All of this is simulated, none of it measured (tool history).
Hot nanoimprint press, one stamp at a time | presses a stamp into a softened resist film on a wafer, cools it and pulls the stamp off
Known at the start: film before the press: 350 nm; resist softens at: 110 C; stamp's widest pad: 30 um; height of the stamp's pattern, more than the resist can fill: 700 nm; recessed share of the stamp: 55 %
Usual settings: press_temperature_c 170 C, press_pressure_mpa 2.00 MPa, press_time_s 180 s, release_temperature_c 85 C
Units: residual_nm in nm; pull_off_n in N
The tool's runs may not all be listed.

run     day  press_temperature_c  press_pressure_mpa  press_time_s  release_temperature_c  residual_nm  pull_off_n
  1   0.000                  170                2.00           180                     85        139.2         247
  2   0.942                  170                2.00           180                     85        141.8         241
  3   1.712                  170                2.00           180                     85        140.1         246
  4   3.462                  170                2.00           304                     85        114.6         260
  5   5.150                  170                2.00           304                     85        114.9         268
  6   6.762                  170                2.00           304                     85        114.6         274
  7   8.129                  170                2.00           304                     85        116.9         279
  8   9.488                  170                2.00           180                     85        142.4         280
      9.750  -- plate thermocouple calibrated
  9  10.429                  170                2.00           180                     85        151.2         279
 10  12.121                  176                2.00           180                     85        102.3         297
 11  13.900                  176                2.00           180                     85        102.2         290
 12  15.246                  170                2.00           180                     85        151.0         311
 13  16.712                  170                2.00           180                     85        152.5         316
 14  17.650                  170                2.00           180                     85        152.6         312
 15  18.721                  170                2.00           180                     85        152.6         324
     20.138  -- plate thermocouple calibrated, once more
 16  20.217                  182                1.84           298                     79         51.6         347
 17  21.600                  182                1.84           298                     79         52.0         350
     22.296  -- stamp cleaned and given a new release coat
 18  22.708                  182                1.86           269                     75         54.2         232
 19  24.562                  159                1.76           332                     90        230.2         220
 20  25.312                  170                2.00           127                     85        155.8         220
 21  26.812                  170                2.00           127                     86        157.2         241
 22  27.646                  170                2.16           180                     85        132.7         236
 23  28.571                  170                1.31           180                     91        167.4         234
 24  30.250                  171                1.31           180                     82        157.2         250
 25  31.267                  167                2.00           160                     85        174.8         256
 26  32.754                  167                2.00           160                     85        173.7         266
 27  33.867                  180                2.00           160                     80         76.0         263
 28  35.154                  180                1.44           160                     80         91.2         275

Forecast each of these 5 alternatives for the next run:
  A  36.617                  180                1.54           160                     80            ?           ?
  B  36.617                  170                2.00           180                     90            ?           ?
  C  36.617                  174                2.03           160                     84            ?           ?
  D  36.617                  180                1.44           160                     78            ?           ?
  E  36.617                  180                2.39           221                     92            ?           ?

run  residual_nm  pull_off_n
  A         89.1         289
  B        139.5         277
  C        112.6         279
  D         91.2         293
  E         61.8         265
Without the tool's hidden state the same runs would have given:
run  residual_nm  pull_off_n
  A         85.5         226
  B        133.4         217
  C        107.6         218
  D         87.5         229
  E         59.0         208
